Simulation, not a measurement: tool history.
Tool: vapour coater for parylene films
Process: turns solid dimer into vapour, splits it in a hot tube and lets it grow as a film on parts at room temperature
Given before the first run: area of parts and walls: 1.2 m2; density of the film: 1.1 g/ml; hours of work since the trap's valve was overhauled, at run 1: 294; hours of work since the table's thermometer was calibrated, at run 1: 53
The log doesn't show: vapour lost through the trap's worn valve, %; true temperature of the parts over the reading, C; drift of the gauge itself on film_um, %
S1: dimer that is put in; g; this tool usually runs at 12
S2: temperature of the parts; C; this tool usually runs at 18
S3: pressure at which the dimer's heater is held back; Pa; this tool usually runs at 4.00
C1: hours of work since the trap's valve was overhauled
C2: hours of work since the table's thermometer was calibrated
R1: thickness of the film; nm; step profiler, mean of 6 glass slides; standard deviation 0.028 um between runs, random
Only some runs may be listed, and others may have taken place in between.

run   hour  S1  S2    S3   C1   C2    R1
  1    0.0  12  18  4.00  294   53  5090
  2   21.9  12  18  4.00  305   64  5140
  3   43.7  12  18  4.00  316   75  5070
  4   53.3  12  18  4.00  321   80  5040
  5   69.6  12  18  4.00  329   88  5100
  6   86.6  12  18  4.00  337   97  5060
  7  102.3  12  18  4.00  345  105  5020
  8  112.6  12  18  4.00  351  110  4990
  9  126.3  12  18  4.00  357  117  5000
     129.3  -- table's thermometer calibrated
     144.6  -- trap's valve overhauled
 10  152.7  12  18  4.00    4   10  5470
 11  170.0  12  18  2.11   13   19  5710
 12  182.8  12  18  4.00   19   25  5440
 13  193.9  12  18  4.00   25   31  5450
 14  206.1  12  18  4.00   31   37  5410
 15  227.6  12  24  4.51   42   48  4670
 16  242.7  12  24  4.51   50   55  4660
     250.3  -- table's thermometer calibrated, once more
 17  259.4  12  23  3.91   58    5  4800
 18  281.4  12  15  4.00   69   16  5740
 19  300.9  12  13  7.38   79   26  5690
 20  312.0  12  12  7.18   84   31  5850
 21  330.5  18  24  3.04   94   41  7110
 22  351.6  18  24  3.04  104   51  7090
 23  367.3   9  14  3.04  112   59  4460
 24  389.5  21  20  7.16  123   70  8450
 25  403.0  12  18  4.00  130   77  5240
 26  425.3  12  18  4.00  141   89  5230

5 ways to go on from here, each from the tool as it stands after run 26. What would each give?
  A  443.9   5  26   7.89  151  98   ?
  B  443.9  12  18   4.00  151  98   ?
  C  443.9  21  19   8.86  151  98   ?
  D  443.9  10  14  10.95  151  98   ?
  E  443.9   5  13   4.00  151  98   ?

run    R1
  A  1730
  B  5220
  C  8500
  D  4450
  E  2480
The same runs, with their run-to-run variation unchanged, on a tool lacking any hidden condition would have given:
run    R1
  A  1820
  B  5490
  C  8940
  D  4670
  E  2610

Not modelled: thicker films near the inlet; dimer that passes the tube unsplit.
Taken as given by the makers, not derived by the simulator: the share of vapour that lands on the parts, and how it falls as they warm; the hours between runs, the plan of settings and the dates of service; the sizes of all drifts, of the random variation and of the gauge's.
